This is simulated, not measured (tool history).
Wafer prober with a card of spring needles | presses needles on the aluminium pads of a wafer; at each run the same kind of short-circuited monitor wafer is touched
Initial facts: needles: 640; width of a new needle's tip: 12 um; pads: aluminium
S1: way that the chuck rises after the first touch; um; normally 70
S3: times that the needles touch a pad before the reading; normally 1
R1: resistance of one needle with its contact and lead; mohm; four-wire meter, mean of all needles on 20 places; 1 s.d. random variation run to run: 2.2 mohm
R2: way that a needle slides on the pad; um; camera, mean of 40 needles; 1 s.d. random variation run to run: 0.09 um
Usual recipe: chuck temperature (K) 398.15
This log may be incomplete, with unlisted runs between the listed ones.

Run 1, hour 0: usual settings. Result: R1 285 mohm, R2 9.99 um.
At hour 5.2: tips cleaned on abrasive film.
At hour 17: tips cleaned on abrasive film.
Run 2, hour 23.2: usual settings. Result: R1 280 mohm, R2 9.76 um.
At hour 27.8: tips cleaned on abrasive film.
At hour 40.1: tips cleaned on abrasive film.
At hour 51.7: tips cleaned on abrasive film.
Run 3, hour 53.1: usual settings. Result: R1 264 mohm, R2 9.91 um.
At hour 62.9: tips cleaned on abrasive film.
At hour 74.9: tips cleaned on abrasive film.
At hour 85.3: tips cleaned on abrasive film.
Run 4, hour 85.3: usual settings. Result: R1 254 mohm, R2 9.74 um.
At hour 96.4: tips cleaned on abrasive film.
At hour 107.4: tips cleaned on abrasive film.
Run 5, hour 107.4: usual settings but S3 3. Result: R1 256 mohm, R2 10.02 um.
At hour 119.7: tips cleaned on abrasive film.
At hour 130: tips cleaned on abrasive film.
At hour 140.5: tips cleaned on abrasive film.
Run 6, hour 142.9: usual settings. Result: R1 260 mohm, R2 9.78 um.
At hour 153: tips cleaned on abrasive film.
Run 7, hour 159.6: usual settings but S1 78 um. Result: R1 284 mohm, R2 10.95 um.
At hour 164.8: tips cleaned on abrasive film.
At hour 175.7: tips cleaned on abrasive film.
At hour 186.1: tips cleaned on abrasive film.
Run 8, hour 186.1: usual settings but S1 63 um. Result: R1 260 mohm, R2 8.88 um.
At hour 197.5: tips cleaned on abrasive film.
At hour 207.8: tips cleaned on abrasive film.
At hour 218.2: tips cleaned on abrasive film.
Run 9, hour 218.2: usual settings but S3 3. Result: R1 254 mohm, R2 9.79 um.
At hour 229.5: tips cleaned on abrasive film.
At hour 240: tips cleaned on abrasive film.
Run 10, hour 242.3: usual settings but S3 3. Result: R1 261 mohm, R2 9.64 um.
At hour 251.7: tips cleaned on abrasive film.
Run 11, hour 258.3: usual settings. Result: R1 287 mohm, R2 9.73 um.
At hour 262.5: tips cleaned on abrasive film.
At hour 273.7: tips cleaned on abrasive film.
Run 12, hour 275.2: usual settings. Result: R1 263 mohm, R2 9.6 um.
At hour 284.4: tips cleaned on abrasive film.
Run 13, hour 290.6: usual settings but chuck temperature (K) 390.15. Result: R1 282 mohm, R2 9.72 um.
At hour 296.3: tips cleaned on abrasive film.
Run 14, hour 306.1: usual settings but chuck temperature (K) 390.15. Result: R1 301 mohm, R2 9.6 um.
At hour 308.7: tips cleaned on abrasive film.
At hour 319.3: tips cleaned on abrasive film.
At hour 330.5: tips cleaned on abrasive film.
Run 15, hour 330.5: usual settings but chuck temperature (K) 390.15. Result: R1 255 mohm, R2 9.53 um.
At hour 341.9: tips cleaned on abrasive film.
At hour 352.3: tips cleaned on abrasive film.
Run 16, hour 352.3: usual settings but S1 67 um. Result: R1 260 mohm, R2 9.22 um.
At hour 362.9: tips cleaned on abrasive film.
At hour 374.2: tips cleaned on abrasive film.
Run 17, hour 381.7: usual settings but S1 67 um. Result: R1 295 mohm, R2 9.2 um.
At hour 386.1: tips cleaned on abrasive film.
At hour 398.2: tips cleaned on abrasive film.
Run 18, hour 407.7: usual settings but S1 55 um, chuck temperature (K) 317.15, S3 2. Result: R1 285 mohm, R2 7.46 um.
At hour 409.6: tips cleaned on abrasive film.
At hour 420.2: tips cleaned on abrasive film.
At hour 431.8: tips cleaned on abrasive film.
Run 19, hour 434.3: usual settings but S1 55 um, chuck temperature (K) 317.15, S3 2. Result: R1 250 mohm, R2 7.37 um.
At hour 443.1: tips cleaned on abrasive film.
At hour 455.2: tips cleaned on abrasive film.
Run 20, hour 462.7: usual settings but S1 55 um, chuck temperature (K) 317.15, S3 2. Result: R1 279 mohm, R2 7.29 um.
At hour 467.4: tips cleaned on abrasive film.
At hour 478.6: tips cleaned on abrasive film.
At hour 490: tips cleaned on abrasive film.
Run 21, hour 498.8: usual settings but S1 55 um, chuck temperature (K) 317.15, S3 2. Result: R1 285 mohm, R2 7.28 um.
At hour 501.4: tips cleaned on abrasive film.
At hour 514.1: tips cleaned on abrasive film.
At hour 525.9: tips cleaned on abrasive film.
Run 22, hour 525.9: usual settings but S1 50 um, chuck temperature (K) 383.15, S3 2. Result: R1 256 mohm, R2 6.62 um.
At hour 536.8: tips cleaned on abrasive film.
At hour 548.4: tips cleaned on abrasive film.
At hour 558.7: tips cleaned on abrasive film.
Run 23, hour 561.9: usual settings but S1 50 um, chuck temperature (K) 383.15, S3 2. Result: R1 284 mohm, R2 6.59 um.
At hour 569.4: tips cleaned on abrasive film.
At hour 579: height of the first contact set anew.
At hour 581.4: tips cleaned on abrasive film.
Run 24, hour 585.4: usual settings but S1 50 um, chuck temperature (K) 383.15, S3 2. Result: R1 286 mohm, R2 6.98 um.
At hour 592.9: tips cleaned on abrasive film.
At hour 604.1: tips cleaned on abrasive film.
Run 25, hour 604.1: usual settings but S1 87 um, chuck temperature (K) 338.15. Result: R1 237 mohm, R2 12.4 um.
At hour 615.5: tips cleaned on abrasive film.
Run 26, hour 621.5: usual settings but S1 87 um, chuck temperature (K) 338.15. Result: R1 263 mohm, R2 12.29 um.
At hour 626.7: tips cleaned on abrasive film.
Run 27, hour 636.2: usual settings but S1 87 um, chuck temperature (K) 309.15, S3 2. Result: R1 251 mohm, R2 12.22 um.
At hour 638.4: tips cleaned on abrasive film.
At hour 648.9: tips cleaned on abrasive film.
Run 28, hour 653.8: usual settings but S1 87 um, chuck temperature (K) 309.15, S3 2. Result: R1 242 mohm, R2 12.27 um.
At hour 660.5: tips cleaned on abrasive film.
At hour 671.6: tips cleaned on abrasive film.
At hour 683.8: tips cleaned on abrasive film.
Run 29, hour 687: usual settings but S1 53 um, chuck temperature (K) 321.15. Result: R1 281 mohm, R2 7.38 um.
At hour 696: tips cleaned on abrasive film.
Run 30, hour 705.5: usual settings but S1 66 um, chuck temperature (K) 321.15, S3 2. Result: R1 273 mohm, R2 9.38 um.
At hour 707.1: tips cleaned on abrasive film.
At hour 718.4: tips cleaned on abrasive film.
At hour 729.9: tips cleaned on abrasive film.
Run 31, hour 731: usual settings but S1 66 um, chuck temperature (K) 321.15, S3 2. Result: R1 244 mohm, R2 9.3 um.

Branching from run 31: 3 alternative next runs. What would each branch give?
At hour 742.2: tips cleaned on abrasive film.
At hour 753.5: tips cleaned on abrasive film.
Run A, hour 758.4: usual settings but S1 58 um, chuck temperature (K) 312.15, S3 3. Result: R1 ?, R2 ?.
At hour 742.2: tips cleaned on abrasive film.
At hour 753.5: tips cleaned on abrasive film.
Run B, hour 758.4: usual settings but chuck temperature (K) 301.15, S3 2. Result: R1 ?, R2 ?.
At hour 742.2: tips cleaned on abrasive film.
At hour 753.5: tips cleaned on abrasive film.
Run C, hour 758.4: usual settings but S1 54 um, chuck temperature (K) 327.15, S3 3. Result: R1 ?, R2 ?.

run   R1    R2
  A  255  7.97
  B  250   9.6
  C  259  7.38
Without the tool's unlogged condition, the same runs would have read:
run   R1    R2
  A  235  8.15
  B  227  9.79
  C  238  7.56
